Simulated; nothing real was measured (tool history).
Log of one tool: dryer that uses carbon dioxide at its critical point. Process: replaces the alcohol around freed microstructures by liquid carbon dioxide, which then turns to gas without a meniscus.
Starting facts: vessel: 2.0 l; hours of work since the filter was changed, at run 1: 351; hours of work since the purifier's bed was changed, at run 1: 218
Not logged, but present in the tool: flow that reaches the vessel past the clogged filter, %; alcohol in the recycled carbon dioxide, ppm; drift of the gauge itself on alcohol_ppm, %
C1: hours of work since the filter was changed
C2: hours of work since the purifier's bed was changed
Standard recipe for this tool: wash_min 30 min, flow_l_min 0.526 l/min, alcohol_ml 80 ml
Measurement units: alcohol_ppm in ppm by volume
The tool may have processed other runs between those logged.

{"run": 1, "day": 0.0, "wash_min": 30, "flow_l_min": 0.526, "alcohol_ml": 80, "C1": 351, "C2": 218, "alcohol_ppm": 62}
{"run": 2, "day": 0.433, "wash_min": 30, "flow_l_min": 0.526, "alcohol_ml": 80, "C1": 357, "C2": 223, "alcohol_ppm": 60}
{"run": 3, "day": 0.812, "wash_min": 30, "flow_l_min": 0.526, "alcohol_ml": 80, "C1": 362, "C2": 228, "alcohol_ppm": 57}
{"run": 4, "day": 1.204, "wash_min": 30, "flow_l_min": 0.526, "alcohol_ml": 80, "C1": 367, "C2": 233, "alcohol_ppm": 60}
{"run": 5, "day": 1.454, "wash_min": 30, "flow_l_min": 0.526, "alcohol_ml": 89, "C1": 370, "C2": 236, "alcohol_ppm": 64}
{"run": 6, "day": 1.842, "wash_min": 30, "flow_l_min": 0.526, "alcohol_ml": 89, "C1": 375, "C2": 241, "alcohol_ppm": 63}
{"run": 7, "day": 2.325, "wash_min": 30, "flow_l_min": 0.526, "alcohol_ml": 89, "C1": 381, "C2": 247, "alcohol_ppm": 65}
{"run": 8, "day": 2.625, "wash_min": 30, "flow_l_min": 0.526, "alcohol_ml": 89, "C1": 384, "C2": 251, "alcohol_ppm": 61}
{"run": 9, "day": 2.871, "wash_min": 30, "flow_l_min": 0.526, "alcohol_ml": 89, "C1": 388, "C2": 254, "alcohol_ppm": 72}
{"run": 10, "day": 3.229, "wash_min": 30, "flow_l_min": 0.526, "alcohol_ml": 56, "C1": 392, "C2": 258, "alcohol_ppm": 58}
{"run": 11, "day": 3.45, "wash_min": 30, "flow_l_min": 0.526, "alcohol_ml": 80, "C1": 395, "C2": 261, "alcohol_ppm": 70}
{"run": 12, "day": 3.812, "wash_min": 30, "flow_l_min": 0.526, "alcohol_ml": 80, "C1": 399, "C2": 266, "alcohol_ppm": 60}
{"run": 13, "day": 4.042, "wash_min": 30, "flow_l_min": 0.526, "alcohol_ml": 80, "C1": 402, "C2": 268, "alcohol_ppm": 68}
{"run": 14, "day": 4.375, "wash_min": 30, "flow_l_min": 0.526, "alcohol_ml": 80, "C1": 406, "C2": 273, "alcohol_ppm": 68}
{"run": 15, "day": 4.762, "wash_min": 30, "flow_l_min": 0.526, "alcohol_ml": 80, "C1": 411, "C2": 278, "alcohol_ppm": 74}
{"run": 16, "day": 5.083, "wash_min": 30, "flow_l_min": 0.526, "alcohol_ml": 80, "C1": 415, "C2": 282, "alcohol_ppm": 70}
{"run": 17, "day": 5.371, "wash_min": 26, "flow_l_min": 0.526, "alcohol_ml": 80, "C1": 419, "C2": 285, "alcohol_ppm": 119}
{"run": 18, "day": 5.904, "wash_min": 30, "flow_l_min": 0.526, "alcohol_ml": 80, "C1": 426, "C2": 292, "alcohol_ppm": 61}
{"run": 19, "day": 6.25, "wash_min": 30, "flow_l_min": 0.546, "alcohol_ml": 30, "C1": 430, "C2": 296, "alcohol_ppm": 44}
{"run": 20, "day": 6.6, "wash_min": 30, "flow_l_min": 0.546, "alcohol_ml": 30, "C1": 434, "C2": 301, "alcohol_ppm": 54}
{"run": 21, "day": 7.096, "wash_min": 30, "flow_l_min": 0.546, "alcohol_ml": 65, "C1": 441, "C2": 307, "alcohol_ppm": 63}
{"run": 22, "day": 7.554, "wash_min": 34, "flow_l_min": 0.526, "alcohol_ml": 80, "C1": 446, "C2": 313, "alcohol_ppm": 46}
{"run": 23, "day": 7.883, "wash_min": 29, "flow_l_min": 0.334, "alcohol_ml": 67, "C1": 450, "C2": 317, "alcohol_ppm": 472}
{"run": 24, "day": 8.233, "wash_min": 33, "flow_l_min": 0.674, "alcohol_ml": 56, "C1": 455, "C2": 321, "alcohol_ppm": 40}
{"run": 25, "day": 8.538, "wash_min": 24, "flow_l_min": 0.792, "alcohol_ml": 23, "C1": 459, "C2": 325, "alcohol_ppm": 38}
{"run": 26, "day": 9.017, "wash_min": 32, "flow_l_min": 0.737, "alcohol_ml": 114, "C1": 465, "C2": 331, "alcohol_ppm": 41}
{"run": 27, "day": 9.254, "wash_min": 32, "flow_l_min": 0.737, "alcohol_ml": 114, "C1": 468, "C2": 334, "alcohol_ppm": 38}
{"run": 28, "day": 9.483, "wash_min": 47, "flow_l_min": 0.459, "alcohol_ml": 80, "C1": 471, "C2": 337, "alcohol_ppm": 38}
{"run": 29, "day": 9.95, "wash_min": 46, "flow_l_min": 0.678, "alcohol_ml": 80, "C1": 476, "C2": 343, "alcohol_ppm": 40}
{"run": 30, "day": 10.396, "wash_min": 38, "flow_l_min": 0.339, "alcohol_ml": 68, "C1": 482, "C2": 348, "alcohol_ppm": 144}
{"run": 31, "day": 10.617, "wash_min": 38, "flow_l_min": 0.339, "alcohol_ml": 68, "C1": 485, "C2": 351, "alcohol_ppm": 151}
{"run": 32, "day": 10.933, "wash_min": 39, "flow_l_min": 0.526, "alcohol_ml": 44, "C1": 489, "C2": 355, "alcohol_ppm": 40}
{"run": 33, "day": 11.338, "wash_min": 39, "flow_l_min": 0.526, "alcohol_ml": 44, "C1": 494, "C2": 360, "alcohol_ppm": 43}
{"run": 34, "day": 11.846, "wash_min": 48, "flow_l_min": 0.373, "alcohol_ml": 105, "C1": 500, "C2": 366, "alcohol_ppm": 59}
{"run": 35, "day": 12.112, "wash_min": 48, "flow_l_min": 0.577, "alcohol_ml": 105, "C1": 504, "C2": 370, "alcohol_ppm": 34}

What if the next run were any one of these 4? Each begins from the tool's condition after run 35:
{"run": "A", "day": 12.521, "wash_min": 30, "flow_l_min": 0.709, "alcohol_ml": 21, "C1": 509, "C2": 375, "alcohol_ppm": "?"}
{"run": "B", "day": 12.521, "wash_min": 30, "flow_l_min": 0.585, "alcohol_ml": 33, "C1": 509, "C2": 375, "alcohol_ppm": "?"}
{"run": "C", "day": 12.521, "wash_min": 29, "flow_l_min": 0.532, "alcohol_ml": 66, "C1": 509, "C2": 375, "alcohol_ppm": "?"}
{"run": "D", "day": 12.521, "wash_min": 39, "flow_l_min": 0.432, "alcohol_ml": 98, "C1": 509, "C2": 375, "alcohol_ppm": "?"}

run=A alcohol_ppm=48
run=B alcohol_ppm=51
run=C alcohol_ppm=70
run=D alcohol_ppm=73
Had the tool no hidden state, the same runs would have come out as:
run=A alcohol_ppm=8
run=B alcohol_ppm=10
run=C alcohol_ppm=20
run=D alcohol_ppm=25
